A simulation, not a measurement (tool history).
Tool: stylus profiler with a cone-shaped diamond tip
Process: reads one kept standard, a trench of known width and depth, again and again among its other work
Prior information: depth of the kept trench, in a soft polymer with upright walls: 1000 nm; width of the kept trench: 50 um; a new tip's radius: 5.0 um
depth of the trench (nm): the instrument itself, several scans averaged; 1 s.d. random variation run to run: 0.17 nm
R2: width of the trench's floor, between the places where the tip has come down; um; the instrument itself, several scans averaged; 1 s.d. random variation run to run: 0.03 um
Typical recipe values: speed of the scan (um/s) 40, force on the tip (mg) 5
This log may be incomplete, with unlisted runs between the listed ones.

{"run": 1, "hour": 0.0, "speed of the scan (um/s)": 40, "force on the tip (mg)": 5, "depth of the trench (nm)": 1021.76, "R2": 43.93}
{"run": 2, "hour": 23.2, "speed of the scan (um/s)": 40, "force on the tip (mg)": 8.33, "depth of the trench (nm)": 1030.18, "R2": 43.8}
{"run": 3, "hour": 42.7, "speed of the scan (um/s)": 40, "force on the tip (mg)": 5, "depth of the trench (nm)": 1021.47, "R2": 43.76}
{"run": 4, "hour": 67.8, "speed of the scan (um/s)": 40, "force on the tip (mg)": 5, "depth of the trench (nm)": 1021.45, "R2": 43.65}
{"run": 5, "hour": 82.6, "speed of the scan (um/s)": 40, "force on the tip (mg)": 5, "depth of the trench (nm)": 1021.28, "R2": 43.67}
{"run": 6, "hour": 112.2, "speed of the scan (um/s)": 40, "force on the tip (mg)": 5, "depth of the trench (nm)": 1021.04, "R2": 43.6}
{"run": 7, "hour": 142.9, "speed of the scan (um/s)": 40, "force on the tip (mg)": 5, "depth of the trench (nm)": 1021.56, "R2": 43.44}
{"run": 8, "hour": 169.7, "speed of the scan (um/s)": 40, "force on the tip (mg)": 5, "depth of the trench (nm)": 1021.1, "R2": 43.47}
{"run": 9, "hour": 201.8, "speed of the scan (um/s)": 40, "force on the tip (mg)": 5, "depth of the trench (nm)": 1021.32, "R2": 43.46}
{"run": 10, "hour": 228.6, "speed of the scan (um/s)": 11, "force on the tip (mg)": 5, "depth of the trench (nm)": 1021.05, "R2": 43.47}
{"run": 11, "hour": 262.8, "speed of the scan (um/s)": 20, "force on the tip (mg)": 5, "depth of the trench (nm)": 1021.1, "R2": 43.27}
{"run": 12, "hour": 294.5, "speed of the scan (um/s)": 20, "force on the tip (mg)": 5, "depth of the trench (nm)": 1021.18, "R2": 43.21}
{"run": 13, "hour": 325.4, "speed of the scan (um/s)": 40, "force on the tip (mg)": 5, "depth of the trench (nm)": 1020.97, "R2": 43.12}
{"run": 14, "hour": 348.3, "speed of the scan (um/s)": 26, "force on the tip (mg)": 6.12, "depth of the trench (nm)": 1024.15, "R2": 43.09}
{"run": 15, "hour": 371.0, "speed of the scan (um/s)": 26, "force on the tip (mg)": 6.12, "depth of the trench (nm)": 1023.6, "R2": 43.07}
{"run": 16, "hour": 396.8, "speed of the scan (um/s)": 26, "force on the tip (mg)": 6.12, "depth of the trench (nm)": 1024.39, "R2": 42.99}
{"run": 17, "hour": 414.9, "speed of the scan (um/s)": 13, "force on the tip (mg)": 2.63, "depth of the trench (nm)": 1013.43, "R2": 43.02}
{"run": 18, "hour": 436.9, "speed of the scan (um/s)": 95, "force on the tip (mg)": 2.63, "depth of the trench (nm)": 1013.44, "R2": 42.62}
{"run": 19, "hour": 459.9, "speed of the scan (um/s)": 11, "force on the tip (mg)": 5.49, "depth of the trench (nm)": 1022.19, "R2": 42.9}
{"run": 20, "hour": 481.3, "speed of the scan (um/s)": 11, "force on the tip (mg)": 5.49, "depth of the trench (nm)": 1022.19, "R2": 42.8}
{"run": 21, "hour": 499.3, "speed of the scan (um/s)": 102, "force on the tip (mg)": 1.71, "depth of the trench (nm)": 1009.81, "R2": 42.32}
{"run": 22, "hour": 521.0, "speed of the scan (um/s)": 70, "force on the tip (mg)": 7.7, "depth of the trench (nm)": 1028.33, "R2": 42.66}
{"run": 23, "hour": 546.4, "speed of the scan (um/s)": 62, "force on the tip (mg)": 2.23, "depth of the trench (nm)": 1011.7, "R2": 42.47}
{"run": 24, "hour": 570.6, "speed of the scan (um/s)": 17, "force on the tip (mg)": 12.82, "depth of the trench (nm)": 1039.96, "R2": 42.67}
{"run": 25, "hour": 598.7, "speed of the scan (um/s)": 14, "force on the tip (mg)": 3.93, "depth of the trench (nm)": 1017.77, "R2": 42.6}
{"run": 26, "hour": 617.7, "speed of the scan (um/s)": 12, "force on the tip (mg)": 5, "depth of the trench (nm)": 1020.67, "R2": 42.58}

Alternative continuations, all from the tool just after run 26; predict every row:
{"run": "A", "hour": 634.3, "speed of the scan (um/s)": 42, "force on the tip (mg)": 2.78, "depth of the trench (nm)": "?", "R2": "?"}
{"run": "B", "hour": 634.3, "speed of the scan (um/s)": 13, "force on the tip (mg)": 5, "depth of the trench (nm)": "?", "R2": "?"}
{"run": "C", "hour": 634.3, "speed of the scan (um/s)": 100, "force on the tip (mg)": 3.12, "depth of the trench (nm)": "?", "R2": "?"}
{"run": "D", "hour": 634.3, "speed of the scan (um/s)": 15, "force on the tip (mg)": 1.77, "depth of the trench (nm)": "?", "R2": "?"}
{"run": "E", "hour": 634.3, "speed of the scan (um/s)": 143, "force on the tip (mg)": 4.3, "depth of the trench (nm)": "?", "R2": "?"}

run=A depth_of_the_trench_(nm)=1013.72 R2=42.45
run=B depth_of_the_trench_(nm)=1020.49 R2=42.52
run=C depth_of_the_trench_(nm)=1014.79 R2=42.19
run=D depth_of_the_trench_(nm)=1009.87 R2=42.58
run=E depth_of_the_trench_(nm)=1018.93 R2=42.12
With no hidden state in the tool, these same runs would have given:
run=A depth_of_the_trench_(nm)=1014.63 R2=43.88
run=B depth_of_the_trench_(nm)=1021.41 R2=43.95
run=C depth_of_the_trench_(nm)=1015.71 R2=43.62
run=D depth_of_the_trench_(nm)=1010.78 R2=44.01
run=E depth_of_the_trench_(nm)=1019.84 R2=43.55
